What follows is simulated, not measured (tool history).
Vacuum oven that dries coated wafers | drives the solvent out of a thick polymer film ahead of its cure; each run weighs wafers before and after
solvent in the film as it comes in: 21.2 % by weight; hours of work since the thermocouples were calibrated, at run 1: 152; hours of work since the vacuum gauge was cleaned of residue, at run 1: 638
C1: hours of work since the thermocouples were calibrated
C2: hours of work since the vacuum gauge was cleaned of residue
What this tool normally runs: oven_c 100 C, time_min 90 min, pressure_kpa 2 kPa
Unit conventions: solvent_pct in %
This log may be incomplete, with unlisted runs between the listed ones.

{"run": 1, "hour": 0.0, "oven_c": 100, "time_min": 90, "pressure_kpa": 2, "C1": 152, "C2": 638, "solvent_pct": 5.46}
{"run": 2, "hour": 34.0, "oven_c": 100, "time_min": 90, "pressure_kpa": 2, "C1": 169, "C2": 654, "solvent_pct": 5.53}
{"run": 3, "hour": 75.7, "oven_c": 100, "time_min": 90, "pressure_kpa": 2, "C1": 189, "C2": 674, "solvent_pct": 5.7}
{"run": 4, "hour": 115.0, "oven_c": 100, "time_min": 90, "pressure_kpa": 2, "C1": 207, "C2": 693, "solvent_pct": 5.39}
{"hour": 120.1, "done": "oven's thermocouples calibrated"}
{"run": 5, "hour": 139.9, "oven_c": 100, "time_min": 90, "pressure_kpa": 2, "C1": 9, "C2": 704, "solvent_pct": 5.35}
{"run": 6, "hour": 180.6, "oven_c": 98, "time_min": 129, "pressure_kpa": 5.07, "C1": 29, "C2": 723, "solvent_pct": 8.03}
{"run": 7, "hour": 206.7, "oven_c": 98, "time_min": 57, "pressure_kpa": 1.19, "C1": 41, "C2": 736, "solvent_pct": 7.68}
{"run": 8, "hour": 244.8, "oven_c": 101, "time_min": 90, "pressure_kpa": 2, "C1": 60, "C2": 754, "solvent_pct": 5.15}
{"run": 9, "hour": 299.1, "oven_c": 114, "time_min": 51, "pressure_kpa": 1.9, "C1": 85, "C2": 780, "solvent_pct": 4.27}
{"run": 10, "hour": 331.1, "oven_c": 114, "time_min": 51, "pressure_kpa": 1.9, "C1": 101, "C2": 795, "solvent_pct": 4.32}

Consider 5 possible next runs. They are alternatives, not a sequence: every one starts from the tool as it was left by run 10. What does each give?
{"hour": 362.5, "done": "oven's thermocouples calibrated, once more"}
{"run": "A", "hour": 367.5, "oven_c": 100, "time_min": 65, "pressure_kpa": 2, "C1": 2, "C2": 811, "solvent_pct": "?"}
{"hour": 362.5, "done": "oven's thermocouples calibrated, once more"}
{"run": "B", "hour": 367.5, "oven_c": 100, "time_min": 90, "pressure_kpa": 2.57, "C1": 2, "C2": 811, "solvent_pct": "?"}
{"hour": 362.5, "done": "oven's thermocouples calibrated, once more"}
{"run": "C", "hour": 367.5, "oven_c": 86, "time_min": 69, "pressure_kpa": 1.86, "C1": 2, "C2": 811, "solvent_pct": "?"}
{"hour": 362.5, "done": "oven's thermocouples calibrated, once more"}
{"run": "D", "hour": 367.5, "oven_c": 90, "time_min": 90, "pressure_kpa": 2, "C1": 2, "C2": 811, "solvent_pct": "?"}
{"hour": 362.5, "done": "oven's thermocouples calibrated, once more"}
{"run": "E", "hour": 367.5, "oven_c": 100, "time_min": 110, "pressure_kpa": 2.24, "C1": 2, "C2": 811, "solvent_pct": "?"}

run=A solvent_pct=7.43
run=B solvent_pct=6.49
run=C solvent_pct=11.25
run=D solvent_pct=9.24
run=E solvent_pct=5.19
Stripped of hidden state, with their random variation kept, the same runs would have yielded:
run=A solvent_pct=7.21
run=B solvent_pct=6.25
run=C solvent_pct=10.99
run=D solvent_pct=8.95
run=E solvent_pct=4.95

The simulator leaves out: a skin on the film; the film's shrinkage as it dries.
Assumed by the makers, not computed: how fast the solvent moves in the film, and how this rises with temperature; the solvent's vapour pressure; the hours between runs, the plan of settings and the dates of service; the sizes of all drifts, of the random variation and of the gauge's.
